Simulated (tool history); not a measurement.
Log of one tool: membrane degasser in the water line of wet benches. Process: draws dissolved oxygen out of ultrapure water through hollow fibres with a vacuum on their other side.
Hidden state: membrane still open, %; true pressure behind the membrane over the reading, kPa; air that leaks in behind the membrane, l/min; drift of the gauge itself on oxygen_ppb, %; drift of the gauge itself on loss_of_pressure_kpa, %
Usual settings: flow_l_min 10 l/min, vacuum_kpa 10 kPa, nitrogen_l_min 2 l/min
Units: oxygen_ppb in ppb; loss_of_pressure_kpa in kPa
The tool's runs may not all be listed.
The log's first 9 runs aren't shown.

run    hour  flow_l_min  vacuum_kpa  nitrogen_l_min  hours since the membrane was changed  hours since the vacuum gauge was calibrated  hours since the vacuum lines were made tight  oxygen_ppb  loss_of_pressure_kpa
 10   852.7          10          10               2                                  1918                                          703                                          8180        86.3                 34.13
 11   959.8          10          10               2                                  2025                                          810                                          8287          86                 33.88
 12  1060.5          10          10               2                                  2126                                          911                                          8388        85.7                 33.92
 13  1153.6          10          10               2                                  2219                                         1004                                          8481        86.3                 33.97
 14  1256.9          10          10               2                                  2322                                         1107                                          8584        86.6                 33.97
 15  1341.8          10          10            3.06                                  2407                                         1192                                          8669          59                 34.09
 16  1419.7          10          10            3.06                                  2485                                         1270                                          8747        59.5                 34.15
 17  1548.8           7        19.4            5.56                                  2614                                         1399                                          8876        52.1                 23.76
 18  1622.7          13        12.2            1.34                                  2688                                         1473                                          8950       216.4                 44.05
 19  1716.9          13        12.2            1.34                                  2782                                         1567                                          9044       214.4                 44.29
 20  1830.2          13        12.2            1.34                                  2896                                         1680                                          9158       216.4                 44.27
 21    1930           9         7.7             1.9                                  2995                                         1780                                          9258          55                 30.74
 22    2026           8        24.5             2.8                                  3091                                         1876                                          9354       150.6                 27.27
 23  2164.9          12        24.5            1.19                                  3230                                         2015                                          9492       487.4                 41.08
 24  2291.6           8        20.6            0.98                                  3357                                         2142                                          9619       329.6                  27.5
 25  2424.1           8         6.9            0.81                                  3490                                         2274                                          9752        88.3                 27.46
 26  2546.9           8         6.9            0.81                                  3612                                         2397                                          9874        88.2                  27.5
 27  2644.1          15          10            1.74                                  3710                                         2494                                          9972       163.4                 51.63
 28  2729.7          15          10            1.74                                  3795                                         2580                                         10057       158.3                 51.45
 29    2841          15          10            1.74                                  3906                                         2691                                         10169       159.7                 51.66
 30  2916.3          15          10            1.74                                  3982                                         2766                                         10244       161.9                 51.76
 31  2988.6          11          10            1.58                                  4054                                         2839                                         10316       120.3                 37.79

Forecast each of these 5 alternatives for the next run:
  A  3121.5           8           8             1.1                                  4187                                         2972                                         10449           ?                     ?
  B  3121.5          10          11               2                                  4187                                         2972                                         10449           ?                     ?
  C  3121.5          14          10            1.01                                  4187                                         2972                                         10449           ?                     ?
  D  3121.5          16        15.2            1.53                                  4187                                         2972                                         10449           ?                     ?
  E  3121.5           9          25            2.05                                  4187                                         2972                                         10449           ?                     ?

run  oxygen_ppb  loss_of_pressure_kpa
  A        85.7                 27.69
  B        98.8                  34.4
  C       232.2                 48.33
  D       316.8                 55.49
  E       230.6                 31.21
Without the tool's hidden state the same runs would have given:
run  oxygen_ppb  loss_of_pressure_kpa
  A        85.4                 26.98
  B        98.5                 33.52
  C       231.8                 47.09
  D       316.3                 54.07
  E       229.9                 30.41

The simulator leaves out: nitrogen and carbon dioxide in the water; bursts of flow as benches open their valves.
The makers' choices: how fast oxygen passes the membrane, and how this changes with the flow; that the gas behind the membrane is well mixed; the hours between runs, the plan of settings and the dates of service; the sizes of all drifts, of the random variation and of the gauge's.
